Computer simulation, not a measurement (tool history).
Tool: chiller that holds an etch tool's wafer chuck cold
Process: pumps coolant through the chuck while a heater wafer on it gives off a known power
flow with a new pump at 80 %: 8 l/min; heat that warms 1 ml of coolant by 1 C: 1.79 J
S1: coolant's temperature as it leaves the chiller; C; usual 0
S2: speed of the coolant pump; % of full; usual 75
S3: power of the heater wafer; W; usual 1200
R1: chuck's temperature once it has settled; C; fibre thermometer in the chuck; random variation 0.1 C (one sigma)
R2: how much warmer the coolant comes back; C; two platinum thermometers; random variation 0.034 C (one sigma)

{"run": 1, "hour": 0.0, "S1": 0, "S2": 75, "S3": 1200, "R1": 10.4, "R2": 5.41}
{"run": 2, "hour": 210.3, "S1": 0, "S2": 75, "S3": 1200, "R1": 10.5, "R2": 5.42}
{"run": 3, "hour": 375.4, "S1": 0, "S2": 75, "S3": 1200, "R1": 10.7, "R2": 5.46}
{"hour": 499.6, "done": "coolant changed, channels flushed"}
{"run": 4, "hour": 543.0, "S1": 0, "S2": 76, "S3": 1200, "R1": 10.2, "R2": 5.37}
{"hour": 569.5, "done": "coolant pump overhauled"}
{"run": 5, "hour": 747.1, "S1": 0, "S2": 75, "S3": 1200, "R1": 10.4, "R2": 5.4}
{"run": 6, "hour": 980.1, "S1": 0, "S2": 75, "S3": 1200, "R1": 10.5, "R2": 5.38}
{"run": 7, "hour": 1169.6, "S1": -4, "S2": 81, "S3": 1200, "R1": 5.9, "R2": 4.95}
{"run": 8, "hour": 1337.9, "S1": 0, "S2": 80, "S3": 880, "R1": 7.4, "R2": 3.71}
{"run": 9, "hour": 1441.6, "S1": 0, "S2": 62, "S3": 1069, "R1": 10.8, "R2": 5.88}
{"run": 10, "hour": 1578.9, "S1": 0, "S2": 62, "S3": 1069, "R1": 11.2, "R2": 5.94}
{"run": 11, "hour": 1799.1, "S1": -2, "S2": 74, "S3": 653, "R1": 3.8, "R2": 3.02}
{"run": 12, "hour": 1907.0, "S1": 2, "S2": 63, "S3": 1338, "R1": 15.7, "R2": 7.31}

3 ways to go on from here, each from the tool as it stands after run 12. What would each give?
{"run": "A", "hour": 2136.2, "S1": 2, "S2": 73, "S3": 1338, "R1": "?", "R2": "?"}
{"run": "B", "hour": 2136.2, "S1": 0, "S2": 75, "S3": 962, "R1": "?", "R2": "?"}
{"run": "C", "hour": 2136.2, "S1": 4, "S2": 75, "S3": 631, "R1": "?", "R2": "?"}

run=A R1=14.0 R2=6.22
run=B R1=8.5 R2=4.30
run=C R1=9.3 R2=2.85
Without the tool's hidden state the same runs would have given:
run=A R1=14.0 R2=6.22
run=B R1=8.5 R2=4.30
run=C R1=9.3 R2=2.85

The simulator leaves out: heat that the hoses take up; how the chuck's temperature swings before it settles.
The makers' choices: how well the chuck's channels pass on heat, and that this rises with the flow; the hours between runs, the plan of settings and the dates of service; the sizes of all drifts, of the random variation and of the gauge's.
